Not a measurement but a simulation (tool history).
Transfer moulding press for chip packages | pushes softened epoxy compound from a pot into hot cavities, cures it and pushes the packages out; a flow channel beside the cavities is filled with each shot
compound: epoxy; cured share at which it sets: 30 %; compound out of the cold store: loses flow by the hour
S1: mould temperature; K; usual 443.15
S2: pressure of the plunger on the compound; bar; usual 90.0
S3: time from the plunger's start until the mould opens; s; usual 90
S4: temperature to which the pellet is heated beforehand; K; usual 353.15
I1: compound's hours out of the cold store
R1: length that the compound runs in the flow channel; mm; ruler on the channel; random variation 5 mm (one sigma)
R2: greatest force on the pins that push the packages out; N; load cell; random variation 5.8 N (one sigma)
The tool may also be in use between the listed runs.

Run 1, day 0.000: usual settings; I1 47.1. Result: R1 771 mm, R2 385 N.
Run 2, day 0.371: usual settings; I1 12.4. Result: R1 926 mm, R2 445 N.
Run 3, day 0.783: usual settings; I1 9.0. Result: R1 947 mm, R2 437 N.
Run 4, day 1.321: usual settings; I1 16.5. Result: R1 904 mm, R2 447 N.
Run 5, day 1.842: usual settings; I1 15.4. Result: R1 905 mm, R2 443 N.
Run 6, day 2.375: usual settings but S3 86 s; I1 11.5. Result: R1 914 mm, R2 488 N.
At day 2.492: mould's thermocouples calibrated.
Run 7, day 2.775: usual settings; I1 16.0. Result: R1 907 mm, R2 459 N.
At day 2.975: cavities cleaned with cleaning compound and waxed.
Run 8, day 3.075: usual settings but S4 351.15 K; I1 9.8. Result: R1 928 mm, R2 238 N.
Run 9, day 3.575: usual settings but S4 360.15 K; I1 10.5. Result: R1 923 mm, R2 280 N.
Run 10, day 3.938: usual settings but S4 360.15 K; I1 14.6. Result: R1 907 mm, R2 295 N.
At day 4.158: mould's thermocouples calibrated, once more.
Run 11, day 4.529: usual settings but S1 442.15 K, S4 360.15 K; I1 33.9. Result: R1 818 mm, R2 298 N.
Run 12, day 4.846: usual settings but S3 99 s; I1 13.2. Result: R1 913 mm, R2 310 N.
Run 13, day 5.071: usual settings but S3 99 s; I1 38.5. Result: R1 803 mm, R2 319 N.
Run 14, day 5.392: usual settings but S3 99 s; I1 38.5. Result: R1 784 mm, R2 331 N.
Run 15, day 5.704: usual settings but S1 436.15 K, S2 89.5 bar; I1 19.3. Result: R1 913 mm, R2 553 N.
At day 6.317: plunger's sealing rings changed.
Run 16, day 6.317: usual settings but S3 119 s; I1 37.1. Result: R1 876 mm, R2 356 N.
Run 17, day 6.579: usual settings but S2 109.3 bar, S3 74 s, S4 351.15 K; I1 47.6. Result: R1 908 mm, R2 481 N.
Run 18, day 6.962: usual settings but S1 450.15 K, S2 109.3 bar, S3 74 s, S4 352.15 K; I1 37.3. Result: R1 926 mm, R2 370 N.
Run 19, day 7.292: usual settings but S1 450.15 K, S2 109.3 bar, S3 74 s, S4 352.15 K; I1 34.2. Result: R1 940 mm, R2 402 N.
Run 20, day 7.817: usual settings but S2 77.4 bar, S4 351.15 K; I1 11.1. Result: R1 925 mm, R2 431 N.

3 ways to go on from here, each from the tool as it stands after run 20. What would each give?
Run A, day 8.329: usual settings but S1 441.15 K, S2 77.4 bar, S3 124 s, S4 351.15 K; I1 47.7. Result: R1 ?, R2 ?.
Run B, day 8.329: usual settings but S2 77.4 bar, S3 86 s, S4 351.15 K; I1 46.3. Result: R1 ?, R2 ?.
Run C, day 8.329: usual settings but S2 80.5 bar; I1 17.0. Result: R1 ?, R2 ?.

run   R1   R2
  A  771  394
  B  762  465
  C  910  439
Without the tool's hidden state the same runs would have given:
run   R1   R2
  A  776  194
  B  767  229
  C  916  209
